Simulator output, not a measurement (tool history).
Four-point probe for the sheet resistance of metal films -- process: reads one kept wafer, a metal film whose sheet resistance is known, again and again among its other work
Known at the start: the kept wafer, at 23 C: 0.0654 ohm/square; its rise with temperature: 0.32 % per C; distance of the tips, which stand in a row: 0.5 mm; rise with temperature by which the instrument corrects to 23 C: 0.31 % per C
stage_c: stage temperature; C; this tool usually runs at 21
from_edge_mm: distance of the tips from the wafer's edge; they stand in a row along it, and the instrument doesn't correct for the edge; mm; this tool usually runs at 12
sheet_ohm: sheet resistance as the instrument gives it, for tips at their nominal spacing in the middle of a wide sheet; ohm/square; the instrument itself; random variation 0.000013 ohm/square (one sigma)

run	hour	stage_c	from_edge_mm	sheet_ohm
1	0.0	21	12	0.065099
2	24.6	21	12	0.065110
3	50.9	21	12	0.065087
4	67.2	21	12	0.065091
5	92.5	21	12	0.065083
6	108.6	21	65	0.064988
7	131.4	26	12	0.065060
8	143.8	21	12	0.065052
9	159.3	33	12	0.065069
10	183.4	20	12	0.065026
11	200.1	21	12	0.065029
12	217.4	21	12	0.065029
13	246.1	21	12	0.065004
14	265.0	21	12	0.064995
15	292.0	21	3	0.065889
16	319.9	24	12	0.065000
17	339.1	21	12	0.064967
18	355.4	21	12	0.064950
19	373.8	21	12	0.064978
20	396.8	27	12	0.064975
21	414.0	21	12	0.064943
22	436.9	21	12	0.064955
23	456.0	21	12	0.064943
24	476.8	19	12	0.064939
25	491.5	24	56	0.064884
26	521.7	24	56	0.064871
27	543.2	33	5	0.065219
28	560.0	19	12	0.064909
29	573.3	22	32	0.064830
30	603.0	22	32	0.064841
31	618.5	19	17	0.064844
32	646.1	22	12	0.064884
33	659.0	22	72	0.064801
34	673.4	29	9	0.064920
35	687.3	29	9	0.064918
36	715.1	32	11	0.064885
37	736.9	32	11	0.064895
38	758.8	32	11	0.064891
39	780.3	32	11	0.064865
40	800.4	20	9	0.064880
41	820.4	26	4	0.065295
42	844.3	20	15	0.064771
43	868.3	19	20	0.064736
44	888.6	25	7	0.064918
45	913.3	21	69	0.064708
46	932.2	28	69	0.064729

Measured less the same run without the tool's hidden state. The same run-to-run variation is in both; the gauge's scatter may not be:
Hidden state at play: inner tips' distance over the nominal, %; tips' flats over new ones', %; wafer's true temperature over the reading, C; drift of the gauge itself on sheet_ohm, %.
run	sheet_ohm
1	-0.000360
2	-0.000369
3	-0.000378
4	-0.000384
5	-0.000392
6	-0.000398
7	-0.000406
8	-0.000410
9	-0.000415
10	-0.000425
11	-0.000429
12	-0.000435
13	-0.000446
14	-0.000452
15	-0.000467
16	-0.000471
17	-0.000479
18	-0.000484
19	-0.000491
20	-0.000499
21	-0.000504
22	-0.000513
23	-0.000518
24	-0.000526
25	-0.000530
26	-0.000541
27	-0.000551
28	-0.000555
29	-0.000559
30	-0.000569
31	-0.000575
32	-0.000585
33	-0.000589
34	-0.000594
35	-0.000599
36	-0.000608
37	-0.000617
38	-0.000624
39	-0.000632
40	-0.000641
41	-0.000650
42	-0.000655
43	-0.000663
44	-0.000672
45	-0.000679
46	-0.000685
